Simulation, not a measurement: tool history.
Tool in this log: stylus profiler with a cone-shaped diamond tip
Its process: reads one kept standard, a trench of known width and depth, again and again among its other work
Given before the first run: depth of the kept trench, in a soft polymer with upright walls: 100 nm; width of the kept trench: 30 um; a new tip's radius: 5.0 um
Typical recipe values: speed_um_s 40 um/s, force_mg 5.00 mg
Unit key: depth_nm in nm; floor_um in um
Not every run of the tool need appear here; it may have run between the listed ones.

{"run": 1, "day": 0.0, "speed_um_s": 40, "force_mg": 5.0, "depth_nm": 101.85, "floor_um": 27.89}
{"run": 2, "day": 0.883, "speed_um_s": 40, "force_mg": 5.0, "depth_nm": 101.85, "floor_um": 27.81}
{"run": 3, "day": 2.542, "speed_um_s": 10, "force_mg": 5.0, "depth_nm": 101.86, "floor_um": 27.95}
{"run": 4, "day": 3.892, "speed_um_s": 10, "force_mg": 5.0, "depth_nm": 101.84, "floor_um": 27.94}
{"run": 5, "day": 5.4, "speed_um_s": 10, "force_mg": 5.0, "depth_nm": 101.85, "floor_um": 27.98}
{"run": 6, "day": 6.296, "speed_um_s": 10, "force_mg": 5.0, "depth_nm": 101.82, "floor_um": 27.96}
{"run": 7, "day": 7.233, "speed_um_s": 10, "force_mg": 5.0, "depth_nm": 101.84, "floor_um": 27.91}
{"run": 8, "day": 8.775, "speed_um_s": 39, "force_mg": 5.0, "depth_nm": 101.84, "floor_um": 27.82}
{"run": 9, "day": 9.817, "speed_um_s": 12, "force_mg": 5.0, "depth_nm": 101.85, "floor_um": 27.97}
{"run": 10, "day": 10.896, "speed_um_s": 82, "force_mg": 12.5, "depth_nm": 103.39, "floor_um": 27.79}
{"run": 11, "day": 12.017, "speed_um_s": 82, "force_mg": 12.5, "depth_nm": 103.39, "floor_um": 27.77}
{"run": 12, "day": 13.725, "speed_um_s": 46, "force_mg": 3.75, "depth_nm": 101.52, "floor_um": 27.76}
{"run": 13, "day": 14.917, "speed_um_s": 46, "force_mg": 3.75, "depth_nm": 101.51, "floor_um": 27.78}
{"run": 14, "day": 16.171, "speed_um_s": 46, "force_mg": 3.75, "depth_nm": 101.51, "floor_um": 27.79}
{"run": 15, "day": 17.1, "speed_um_s": 46, "force_mg": 3.75, "depth_nm": 101.51, "floor_um": 27.79}
{"run": 16, "day": 18.154, "speed_um_s": 40, "force_mg": 3.46, "depth_nm": 101.44, "floor_um": 27.79}
{"run": 17, "day": 19.108, "speed_um_s": 40, "force_mg": 3.46, "depth_nm": 101.45, "floor_um": 27.79}
{"run": 18, "day": 20.058, "speed_um_s": 40, "force_mg": 3.46, "depth_nm": 101.42, "floor_um": 27.84}

What if the next run were any one of these 5? Each begins from the tool's condition after run 18:
{"run": "A", "day": 21.117, "speed_um_s": 63, "force_mg": 3.46, "depth_nm": "?", "floor_um": "?"}
{"run": "B", "day": 21.117, "speed_um_s": 45, "force_mg": 8.75, "depth_nm": "?", "floor_um": "?"}
{"run": "C", "day": 21.117, "speed_um_s": 29, "force_mg": 2.3, "depth_nm": "?", "floor_um": "?"}
{"run": "D", "day": 21.117, "speed_um_s": 40, "force_mg": 2.43, "depth_nm": "?", "floor_um": "?"}
{"run": "E", "day": 21.117, "speed_um_s": 144, "force_mg": 1.95, "depth_nm": "?", "floor_um": "?"}

run=A depth_nm=101.44 floor_um=27.74
run=B depth_nm=102.66 floor_um=27.83
run=C depth_nm=101.12 floor_um=27.81
run=D depth_nm=101.14 floor_um=27.79
run=E depth_nm=100.98 floor_um=27.02
Had the tool no hidden state, the same runs would have come out as:
run=A depth_nm=101.44 floor_um=27.74
run=B depth_nm=102.66 floor_um=27.84
run=C depth_nm=101.13 floor_um=27.81
run=D depth_nm=101.14 floor_um=27.79
run=E depth_nm=100.98 floor_um=27.03
